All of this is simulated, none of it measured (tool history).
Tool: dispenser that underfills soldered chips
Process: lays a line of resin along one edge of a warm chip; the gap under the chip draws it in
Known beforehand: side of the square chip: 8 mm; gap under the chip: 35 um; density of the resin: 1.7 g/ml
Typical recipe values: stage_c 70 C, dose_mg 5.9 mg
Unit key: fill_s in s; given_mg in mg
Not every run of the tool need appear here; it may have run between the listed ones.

{"run": 1, "day": 0.0, "stage_c": 70, "dose_mg": 5.9, "fill_s": 131.6, "given_mg": 5.78}
{"day": 0.238, "done": "new syringe of resin"}
{"run": 2, "day": 0.246, "stage_c": 70, "dose_mg": 5.9, "fill_s": 66.3, "given_mg": 5.82}
{"run": 3, "day": 0.492, "stage_c": 70, "dose_mg": 5.9, "fill_s": 90.8, "given_mg": 5.81}
{"run": 4, "day": 0.783, "stage_c": 70, "dose_mg": 5.9, "fill_s": 132.8, "given_mg": 5.76}
{"day": 1.0, "done": "new syringe of resin"}
{"run": 5, "day": 1.038, "stage_c": 70, "dose_mg": 5.9, "fill_s": 69.4, "given_mg": 5.82}
{"run": 6, "day": 1.342, "stage_c": 70, "dose_mg": 5.9, "fill_s": 100.9, "given_mg": 5.74}
{"run": 7, "day": 1.604, "stage_c": 70, "dose_mg": 5.9, "fill_s": 144.2, "given_mg": 5.74}
{"day": 1.771, "done": "new syringe of resin"}
{"run": 8, "day": 1.958, "stage_c": 78, "dose_mg": 5.9, "fill_s": 63.6, "given_mg": 5.74}
{"run": 9, "day": 2.142, "stage_c": 78, "dose_mg": 5.05, "fill_s": 83.3, "given_mg": 4.9}
{"run": 10, "day": 2.504, "stage_c": 70, "dose_mg": 5.9, "fill_s": 171, "given_mg": 5.77}
{"day": 2.538, "done": "new syringe of resin"}
{"run": 11, "day": 2.712, "stage_c": 70, "dose_mg": 5.25, "fill_s": 83.7, "given_mg": 4.99}
{"run": 12, "day": 3.029, "stage_c": 70, "dose_mg": 5.25, "fill_s": 126.5, "given_mg": 5.06}
{"run": 13, "day": 3.221, "stage_c": 70, "dose_mg": 5.9, "fill_s": 158.4, "given_mg": 5.61}
{"day": 3.325, "done": "new syringe of resin"}
{"run": 14, "day": 3.483, "stage_c": 64, "dose_mg": 5.9, "fill_s": 99, "given_mg": 5.63}
{"run": 15, "day": 3.708, "stage_c": 64, "dose_mg": 5.9, "fill_s": 136.2, "given_mg": 5.58}
{"day": 4.083, "done": "new syringe of resin"}
{"run": 16, "day": 4.092, "stage_c": 64, "dose_mg": 5.9, "fill_s": 81.3, "given_mg": 5.65}
{"run": 17, "day": 4.458, "stage_c": 74, "dose_mg": 5.9, "fill_s": 90.7, "given_mg": 5.53}
{"run": 18, "day": 4.629, "stage_c": 74, "dose_mg": 5.9, "fill_s": 118.9, "given_mg": 5.59}
{"day": 4.842, "done": "new syringe of resin"}
{"run": 19, "day": 4.846, "stage_c": 74, "dose_mg": 5.9, "fill_s": 55.8, "given_mg": 5.43}
{"run": 20, "day": 5.158, "stage_c": 68, "dose_mg": 5.9, "fill_s": 103.7, "given_mg": 5.47}
{"run": 21, "day": 5.462, "stage_c": 59, "dose_mg": 5.35, "fill_s": 216.8, "given_mg": 4.94}
{"day": 5.604, "done": "new syringe of resin"}
{"run": 22, "day": 5.642, "stage_c": 60, "dose_mg": 5.04, "fill_s": 105.5, "given_mg": 4.63}
{"run": 23, "day": 5.983, "stage_c": 66, "dose_mg": 7.2, "fill_s": 124.4, "given_mg": 6.53}
{"run": 24, "day": 6.233, "stage_c": 66, "dose_mg": 7.2, "fill_s": 169.7, "given_mg": 6.73}
{"day": 6.367, "done": "new syringe of resin"}
{"run": 25, "day": 6.483, "stage_c": 57, "dose_mg": 7.34, "fill_s": 113.9, "given_mg": 6.81}
{"run": 26, "day": 6.808, "stage_c": 57, "dose_mg": 7.34, "fill_s": 175.4, "given_mg": 6.69}
{"run": 27, "day": 7.025, "stage_c": 57, "dose_mg": 7.34, "fill_s": 234.2, "given_mg": 6.64}
{"day": 7.129, "done": "new syringe of resin"}
{"run": 28, "day": 7.242, "stage_c": 82, "dose_mg": 5.57, "fill_s": 50, "given_mg": 5.06}
{"run": 29, "day": 7.538, "stage_c": 70, "dose_mg": 6.76, "fill_s": 104.1, "given_mg": 6.15}
{"run": 30, "day": 7.783, "stage_c": 70, "dose_mg": 6.76, "fill_s": 145.9, "given_mg": 6.09}
{"day": 7.904, "done": "new syringe of resin"}
{"run": 31, "day": 8.0, "stage_c": 70, "dose_mg": 6.76, "fill_s": 71, "given_mg": 6.13}
{"day": 8.288, "done": "dispensing valve cleaned and set on the balance"}
{"run": 32, "day": 8.371, "stage_c": 70, "dose_mg": 6.78, "fill_s": 108.2, "given_mg": 6.85}
{"run": 33, "day": 8.588, "stage_c": 59, "dose_mg": 6.34, "fill_s": 212, "given_mg": 6.26}
{"day": 8.712, "done": "new syringe of resin"}
{"run": 34, "day": 8.833, "stage_c": 63, "dose_mg": 6.83, "fill_s": 93.9, "given_mg": 6.72}
{"run": 35, "day": 9.008, "stage_c": 70, "dose_mg": 5.97, "fill_s": 92.1, "given_mg": 5.99}

Some steps in fill_s, run to run, broken into two amounts with sign: the step expected even without the hidden condition (settings, incoming material, random variation), and the rest, left for the hidden condition together with whatever gauge scatter is not in both the measured and the hidden-condition-free result:
Hidden state present: resin's viscosity, % of fresh resin's; dose that the valve gives, % of what is set; true chip temperature over the reading, C; drift of the gauge itself on fill_s, %; drift of the gauge itself on given_mg, %.
Run 20 -> 21: stage_c 68 -> 59, dose_mg 5.9 -> 5.35. fill_s +113.1 s: hidden state +84.6, all else +28.5.
Run 21 -> 22: stage_c 59 -> 60, dose_mg 5.35 -> 5.04, new syringe of resin. fill_s -111.3 s: hidden state -110.5, all else -0.8.
Run 27 -> 28: stage_c 57 -> 82, dose_mg 7.34 -> 5.57, new syringe of resin. fill_s -184.2 s: hidden state -124.6, all else -59.6.
Run 33 -> 34: stage_c 59 -> 63, dose_mg 6.34 -> 6.83, new syringe of resin. fill_s -118.1 s: hidden state -106.2, all else -11.9.
